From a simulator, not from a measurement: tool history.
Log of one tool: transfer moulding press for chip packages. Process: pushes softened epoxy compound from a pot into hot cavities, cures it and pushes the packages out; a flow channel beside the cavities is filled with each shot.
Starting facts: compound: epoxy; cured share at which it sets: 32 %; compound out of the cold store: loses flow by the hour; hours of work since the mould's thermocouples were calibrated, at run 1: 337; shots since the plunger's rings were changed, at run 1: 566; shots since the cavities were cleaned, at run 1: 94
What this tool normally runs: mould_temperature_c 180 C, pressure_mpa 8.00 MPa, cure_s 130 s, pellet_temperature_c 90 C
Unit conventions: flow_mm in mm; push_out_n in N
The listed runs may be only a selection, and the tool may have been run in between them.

run     day  mould_temperature_c  pressure_mpa  cure_s  pellet_temperature_c  hours of work since the mould's thermocouples were calibrated  shots since the plunger's rings were changed  shots since the cavities were cleaned  incoming compound's hours out of the cold store  flow_mm  push_out_n
  1   0.000                  180          8.00     130                    90                                                            337                                           566                                     94                                             26.7      924         438
  2   1.204                  180          8.00     130                    90                                                            359                                           879                                    407                                             46.5      836         541
      1.571  -- cavities cleaned with cleaning compound and waxed
  3   3.083                  180          8.00     168                    90                                                            393                                          1351                                    393                                             26.7      907         426
      3.546  -- cavities cleaned with cleaning compound and waxed
  4   5.067                  180          8.00     168                    90                                                            428                                          1849                                    394                                             23.2      928         444
      5.558  -- cavities cleaned with cleaning compound and waxed
  5   6.154                  180          8.00     130                    90                                                            447                                          2115                                    155                                              9.8      981         466
  6   7.154                  180          8.00     130                    90                                                            466                                          2375                                    415                                             43.3      847         529
      7.588  -- cavities cleaned with cleaning compound and waxed
  7   9.171                  180          8.00     130                    90                                                            502                                          2882                                    411                                             25.8      904         509
      9.500  -- cavities cleaned with cleaning compound and waxed
     10.346  -- mould's thermocouples calibrated
  8  10.621                  185          6.25     151                    81                                                              5                                          3221                                    269                                             42.2      724         407
     11.504  -- cavities cleaned with cleaning compound and waxed
  9  12.217                  185          6.25     151                    81                                                             33                                          3620                                    186                                             21.9      792         385
 10  13.296                  177          6.25     117                    94                                                             53                                          3899                                    465                                              9.0      871         778
     13.508  -- cavities cleaned with cleaning compound and waxed
 11  15.200                  177          6.25     117                    94                                                             87                                          4377                                    439                                             41.9      749         714
     15.483  -- cavities cleaned with cleaning compound and waxed
 12  17.150                  177          6.25     117                    94                                                            122                                          4868                                    433                                             46.6      730         673
     17.375  -- cavities cleaned with cleaning compound and waxed
 13  18.304                  176          9.98     122                    90                                                            142                                          5151                                    241                                             44.7      932         627

Branching from run 13: 4 alternative next runs. What would each branch give?
     19.262  -- cavities cleaned with cleaning compound and waxed
  A  19.742                  175          7.00     130                    91                                                            168                                          5509                                    125                                             31.6        ?           ?
     19.262  -- cavities cleaned with cleaning compound and waxed
  B  19.742                  176          9.98     122                    86                                                            168                                          5509                                    125                                             20.6        ?           ?
     19.262  -- cavities cleaned with cleaning compound and waxed
  C  19.742                  184          9.98     140                    90                                                            168                                          5509                                    125                                             15.6        ?           ?
     19.262  -- cavities cleaned with cleaning compound and waxed
  D  19.742                  186          8.00     159                    88                                                            168                                          5509                                    125                                             12.2        ?           ?

run  flow_mm  push_out_n
  A      838         572
  B     1034         625
  C     1023         385
  D      916         384
Without the tool's unlogged condition, the same runs would have read:
run  flow_mm  push_out_n
  A      881         491
  B     1088         535
  C     1076         336
  D      964         337

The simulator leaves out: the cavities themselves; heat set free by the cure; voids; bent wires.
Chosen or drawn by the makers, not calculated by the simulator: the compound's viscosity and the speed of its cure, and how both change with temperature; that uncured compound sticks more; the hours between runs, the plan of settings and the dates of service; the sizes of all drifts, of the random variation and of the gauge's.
